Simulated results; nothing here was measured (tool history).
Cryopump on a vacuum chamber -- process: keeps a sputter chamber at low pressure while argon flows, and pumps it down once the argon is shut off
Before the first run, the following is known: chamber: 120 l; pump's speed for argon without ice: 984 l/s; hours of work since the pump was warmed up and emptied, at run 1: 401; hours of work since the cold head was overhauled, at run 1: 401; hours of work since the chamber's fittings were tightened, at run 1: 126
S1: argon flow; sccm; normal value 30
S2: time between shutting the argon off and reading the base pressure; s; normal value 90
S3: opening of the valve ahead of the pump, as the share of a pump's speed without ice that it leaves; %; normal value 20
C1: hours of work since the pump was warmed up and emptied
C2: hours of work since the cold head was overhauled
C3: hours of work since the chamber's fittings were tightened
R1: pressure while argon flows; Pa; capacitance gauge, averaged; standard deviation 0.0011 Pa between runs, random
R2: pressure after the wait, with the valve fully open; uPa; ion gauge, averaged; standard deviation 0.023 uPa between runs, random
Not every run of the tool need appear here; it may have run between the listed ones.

run 1 hour=0.0 | S1=30 S2=90 S3=20 | C1=401 C2=401 C3=126 | R1=0.2611 R2=0.95
run 2 hour=48.0 | S1=30 S2=90 S3=20 | C1=427 C2=427 C3=153 | R1=0.2610 R2=0.97
run 3 hour=98.9 | S1=30 S2=90 S3=20 | C1=456 C2=456 C3=181 | R1=0.2609 R2=1.03
run 4 hour=135.5 | S1=30 S2=90 S3=16 | C1=476 C2=476 C3=202 | R1=0.3263 R2=0.95
run 5 hour=178.7 | S1=30 S2=90 S3=16 | C1=501 C2=501 C3=226 | R1=0.3260 R2=1.03
run 6 hour=238.8 | S1=30 S2=90 S3=16 | C1=534 C2=534 C3=260 | R1=0.3245 R2=1.09
run 7 hour=276.1 | S1=30 S2=90 S3=16 | C1=555 C2=555 C3=281 | R1=0.3268 R2=1.09
run 8 hour=316.3 | S1=30 S2=90 S3=16 | C1=578 C2=578 C3=303 | R1=0.3264 R2=1.15
run 9 hour=361.0 | S1=30 S2=90 S3=16 | C1=603 C2=603 C3=328 | R1=0.3230 R2=1.21
run 10 hour=441.2 | S1=30 S2=33 S3=16 | C1=648 C2=648 C3=373 | R1=0.3248 R2=1.98
run 11 hour=495.5 | S1=30 S2=33 S3=16 | C1=678 C2=678 C3=404 | R1=0.3279 R2=2.07
run 12 hour=532.1 | S1=30 S2=33 S3=16 | C1=699 C2=699 C3=424 | R1=0.3269 R2=2.00
run 13 hour=609.1 | S1=30 S2=90 S3=20 | C1=742 C2=742 C3=467 | R1=0.2648 R2=1.34
run 14 hour=685.6 | S1=30 S2=90 S3=20 | C1=785 C2=785 C3=510 | R1=0.2623 R2=1.41
run 15 hour=760.2 | S1=30 S2=90 S3=20 | C1=826 C2=826 C3=552 | R1=0.2637 R2=1.45
run 16 hour=827.7 | S1=30 S2=128 S3=20 | C1=864 C2=864 C3=590 | R1=0.2622 R2=1.38
run 17 hour=876.3 | S1=30 S2=128 S3=20 | C1=891 C2=891 C3=617 | R1=0.2628 R2=1.41
run 18 hour=961.3 | S1=41 S2=128 S3=49 | C1=939 C2=939 C3=665 | R1=0.1534 R2=1.47
run 19 hour=1044.2 | S1=41 S2=128 S3=49 | C1=985 C2=985 C3=711 | R1=0.1537 R2=1.57
run 20 hour=1090.9 | S1=15 S2=128 S3=49 | C1=1012 C2=1012 C3=737 | R1=0.0565 R2=1.59
run 21 hour=1131.2 | S1=15 S2=128 S3=49 | C1=1034 C2=1034 C3=760 | R1=0.0568 R2=1.58
-- hour=1214.2 pump warmed up, emptied and cooled again
run 22 hour=1217.9 | S1=15 S2=128 S3=49 | C1=2 C2=1080 C3=805 | R1=0.0537 R2=1.50
run 23 hour=1270.9 | S1=14 S2=106 S3=42 | C1=32 C2=1110 C3=835 | R1=0.0568 R2=1.59
run 24 hour=1309.2 | S1=12 S2=48 S3=35 | C1=53 C2=1131 C3=857 | R1=0.0605 R2=2.06
run 25 hour=1349.8 | S1=18 S2=48 S3=16 | C1=76 C2=1154 C3=879 | R1=0.1941 R2=2.16
run 26 hour=1399.2 | S1=15 S2=41 S3=31 | C1=104 C2=1181 C3=907 | R1=0.0836 R2=2.30
run 27 hour=1481.0 | S1=30 S2=21 S3=57 | C1=149 C2=1227 C3=953 | R1=0.0924 R2=3.27
run 28 hour=1531.7 | S1=29 S2=30 S3=30 | C1=178 C2=1256 C3=981 | R1=0.1669 R2=2.82
run 29 hour=1579.5 | S1=29 S2=30 S3=30 | C1=205 C2=1282 C3=1008 | R1=0.1675 R2=2.73
run 30 hour=1647.7 | S1=36 S2=273 S3=20 | C1=243 C2=1321 C3=1046 | R1=0.3108 R2=1.66
run 31 hour=1685.9 | S1=22 S2=66 S3=21 | C1=264 C2=1342 C3=1068 | R1=0.1834 R2=2.13
run 32 hour=1722.0 | S1=41 S2=68 S3=21 | C1=284 C2=1362 C3=1088 | R1=0.3389 R2=2.18
run 33 hour=1776.2 | S1=13 S2=226 S3=25 | C1=315 C2=1393 C3=1118 | R1=0.0908 R2=1.79
run 34 hour=1828.5 | S1=13 S2=43 S3=31 | C1=344 C2=1422 C3=1147 | R1=0.0739 R2=2.57

Results per run with the tool's hidden condition removed, run-to-run variation unchanged:
What the log doesn't record here: pump's speed, % of a pump's without ice; cold plate's temperature, K; leak into the chamber, uPa l/s; drift of the gauge itself on working_pa, %; drift of the gauge itself on base_upa, %.
run=1 R1=0.2582 R2=0.77
run=2 R1=0.2580 R2=0.75
run=3 R1=0.2577 R2=0.77
run=4 R1=0.3229 R2=0.68
run=5 R1=0.3225 R2=0.72
run=6 R1=0.3208 R2=0.75
run=7 R1=0.3229 R2=0.73
run=8 R1=0.3224 R2=0.75
run=9 R1=0.3188 R2=0.77
run=10 R1=0.3203 R2=1.50
run=11 R1=0.3231 R2=1.55
run=12 R1=0.3221 R2=1.46
run=13 R1=0.2596 R2=0.74
run=14 R1=0.2568 R2=0.77
run=15 R1=0.2578 R2=0.75
run=16 R1=0.2561 R2=0.64
run=17 R1=0.2565 R2=0.62
run=18 R1=0.1442 R2=0.62
run=19 R1=0.1441 R2=0.64
run=20 R1=0.0529 R2=0.64
run=21 R1=0.0531 R2=0.61
run=22 R1=0.0533 R2=0.61
run=23 R1=0.0563 R2=0.67
run=24 R1=0.0600 R2=1.13
run=25 R1=0.1933 R2=1.17
run=26 R1=0.0829 R2=1.28
run=27 R1=0.0906 R2=2.21
run=28 R1=0.1650 R2=1.70
run=29 R1=0.1655 R2=1.61
run=30 R1=0.3079 R2=0.48
run=31 R1=0.1816 R2=0.92
run=32 R1=0.3353 R2=0.93
run=33 R1=0.0895 R2=0.49
run=34 R1=0.0726 R2=1.23
